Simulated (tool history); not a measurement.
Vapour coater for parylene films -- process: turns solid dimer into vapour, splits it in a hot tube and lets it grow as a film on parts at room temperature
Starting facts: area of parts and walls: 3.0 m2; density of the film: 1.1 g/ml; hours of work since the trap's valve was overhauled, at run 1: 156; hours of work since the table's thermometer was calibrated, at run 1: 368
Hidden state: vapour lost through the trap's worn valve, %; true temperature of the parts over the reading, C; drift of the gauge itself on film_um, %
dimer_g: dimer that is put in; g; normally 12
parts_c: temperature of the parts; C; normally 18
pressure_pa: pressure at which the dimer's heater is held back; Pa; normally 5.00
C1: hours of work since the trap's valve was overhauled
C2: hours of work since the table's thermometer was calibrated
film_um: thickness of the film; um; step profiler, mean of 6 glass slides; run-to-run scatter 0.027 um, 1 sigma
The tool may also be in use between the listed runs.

Run 1, day 0.000: usual settings; C1 156; C2 368. Result: film_um 2.13 um.
Run 2, day 0.533: usual settings; C1 167; C2 379. Result: film_um 2.11 um.
Run 3, day 1.350: usual settings; C1 183; C2 395. Result: film_um 2.10 um.
Run 4, day 2.354: usual settings; C1 204; C2 415. Result: film_um 2.10 um.
Run 5, day 2.829: usual settings; C1 213; C2 425. Result: film_um 2.09 um.
Run 6, day 3.421: usual settings; C1 225; C2 437. Result: film_um 2.06 um.
Run 7, day 4.150: usual settings; C1 240; C2 452. Result: film_um 2.07 um.
Run 8, day 5.142: usual settings but pressure_pa 5.80 Pa; C1 260; C2 472. Result: film_um 2.05 um.
At day 5.362: trap's valve overhauled.
Run 9, day 6.079: usual settings but dimer_g 11 g, parts_c 19 C, pressure_pa 8.81 Pa; C1 14; C2 487. Result: film_um 1.92 um.
Run 10, day 7.008: usual settings but parts_c 13 C, pressure_pa 5.63 Pa; C1 33; C2 506. Result: film_um 2.68 um.
Run 11, day 7.588: usual settings but parts_c 13 C, pressure_pa 5.63 Pa; C1 45; C2 518. Result: film_um 2.59 um.

What if the next run were any one of these 3? Each begins from the tool's condition after run 11:
Run A, day 8.012: usual settings but dimer_g 10 g; C1 53; C2 526. Result: film_um ?.
Run B, day 8.012: usual settings but parts_c 25 C; C1 53; C2 526. Result: film_um ?.
Run C, day 8.012: usual settings but dimer_g 19 g, parts_c 25 C, pressure_pa 2.27 Pa; C1 53; C2 526. Result: film_um ?.

run  film_um
  A     1.87
  B     1.74
  C     2.99
Without the tool's unlogged condition, the same runs would have read:
run  film_um
  A     1.92
  B     1.79
  C     3.08
